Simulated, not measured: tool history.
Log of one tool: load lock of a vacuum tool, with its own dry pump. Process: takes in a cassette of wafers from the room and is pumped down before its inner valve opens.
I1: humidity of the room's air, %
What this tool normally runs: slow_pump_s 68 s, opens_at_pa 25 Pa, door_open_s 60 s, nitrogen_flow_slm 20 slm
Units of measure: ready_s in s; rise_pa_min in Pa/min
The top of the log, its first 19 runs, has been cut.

Run 20, day 91.025: usual settings but slow_pump_s 44 s, opens_at_pa 30 Pa, door_open_s 43 s, nitrogen_flow_slm 8 slm; I1 45.8. Result: ready_s 117.7 s, rise_pa_min 0.062 Pa/min.
Run 21, day 97.196: usual settings but slow_pump_s 104 s, opens_at_pa 30 Pa, door_open_s 94 s, nitrogen_flow_slm 8 slm; I1 45. Result: ready_s 160.8 s, rise_pa_min 0.078 Pa/min.
Run 22, day 101.983: usual settings but slow_pump_s 104 s, opens_at_pa 30 Pa, door_open_s 94 s, nitrogen_flow_slm 8 slm; I1 43.1. Result: ready_s 159.7 s, rise_pa_min 0.071 Pa/min.
Run 23, day 108.438: usual settings but slow_pump_s 104 s, opens_at_pa 30 Pa, door_open_s 94 s, nitrogen_flow_slm 8 slm; I1 43.9. Result: ready_s 158.8 s, rise_pa_min 0.078 Pa/min.
Run 24, day 114.325: usual settings but slow_pump_s 104 s, opens_at_pa 30 Pa, door_open_s 94 s, nitrogen_flow_slm 8 slm; I1 46.3. Result: ready_s 158.4 s, rise_pa_min 0.079 Pa/min.
Run 25, day 118.667: usual settings but slow_pump_s 104 s, opens_at_pa 30 Pa, door_open_s 94 s, nitrogen_flow_slm 8 slm; I1 49. Result: ready_s 157.4 s, rise_pa_min 0.088 Pa/min.
Run 26, day 123.379: usual settings but slow_pump_s 104 s, opens_at_pa 30 Pa, door_open_s 94 s, nitrogen_flow_slm 8 slm; I1 43. Result: ready_s 159.3 s, rise_pa_min 0.087 Pa/min.
Run 27, day 128.092: usual settings but slow_pump_s 134 s, opens_at_pa 30 Pa, door_open_s 94 s, nitrogen_flow_slm 8 slm; I1 45.8. Result: ready_s 178.9 s, rise_pa_min 0.093 Pa/min.
Run 28, day 133.85: usual settings but opens_at_pa 31 Pa; I1 48.3. Result: ready_s 132.7 s, rise_pa_min 0.078 Pa/min.
Run 29, day 138.529: usual settings but slow_pump_s 53 s, nitrogen_flow_slm 11 slm; I1 45.3. Result: ready_s 126.4 s, rise_pa_min 0.088 Pa/min.
Run 30, day 143.846: usual settings but opens_at_pa 43 Pa, door_open_s 47 s; I1 44.7. Result: ready_s 128.8 s, rise_pa_min 0.083 Pa/min.
Run 31, day 147.575: usual settings but slow_pump_s 121 s, opens_at_pa 31 Pa, door_open_s 47 s, nitrogen_flow_slm 25 slm; I1 45.8. Result: ready_s 171.9 s, rise_pa_min 0.082 Pa/min.
Run 32, day 154.154: usual settings but slow_pump_s 94 s, opens_at_pa 33 Pa, door_open_s 31 s, nitrogen_flow_slm 25 slm; I1 43.4. Result: ready_s 152.6 s, rise_pa_min 0.083 Pa/min.
Run 33, day 159.412: usual settings but slow_pump_s 40 s, door_open_s 32 s, nitrogen_flow_slm 8 slm; I1 43.5. Result: ready_s 116.5 s, rise_pa_min 0.106 Pa/min.
Run 34, day 162.267: usual settings but nitrogen_flow_slm 24 slm; I1 42.2. Result: ready_s 136.7 s, rise_pa_min 0.095 Pa/min.
Run 35, day 166.354: usual settings but slow_pump_s 109 s, opens_at_pa 26 Pa; I1 44.1. Result: ready_s 163.9 s, rise_pa_min 0.095 Pa/min.
Run 36, day 172.083: usual settings but slow_pump_s 47 s, opens_at_pa 48 Pa, door_open_s 37 s, nitrogen_flow_slm 6 slm; I1 46. Result: ready_s 116.1 s, rise_pa_min 0.111 Pa/min.
Run 37, day 177.862: usual settings but slow_pump_s 117 s, opens_at_pa 48 Pa, door_open_s 38 s, nitrogen_flow_slm 6 slm; I1 40.2. Result: ready_s 162.9 s, rise_pa_min 0.109 Pa/min.

What if the next run were any one of these 4? Each begins from the tool's condition after run 37:
Run A, day 182.862: usual settings but slow_pump_s 38 s, opens_at_pa 32 Pa, door_open_s 38 s, nitrogen_flow_slm 6 slm; I1 44.3. Result: ready_s ?, rise_pa_min ?.
Run B, day 182.862: usual settings but opens_at_pa 19 Pa, door_open_s 53 s; I1 43.7. Result: ready_s ?, rise_pa_min ?.
Run C, day 182.862: usual settings but slow_pump_s 56 s; I1 44.1. Result: ready_s ?, rise_pa_min ?.
Run D, day 182.862: usual settings but nitrogen_flow_slm 9 slm; I1 49.1. Result: ready_s ?, rise_pa_min ?.

run  ready_s  rise_pa_min
  A    114.3        0.111
  B    138.6        0.104
  C    128.8        0.106
  D    136.4        0.118
Stripped of hidden state, with their random variation kept, the same runs would have yielded:
run  ready_s  rise_pa_min
  A    109.2        0.024
  B    134.1        0.017
  C    124.2        0.018
  D    132.1         0.03
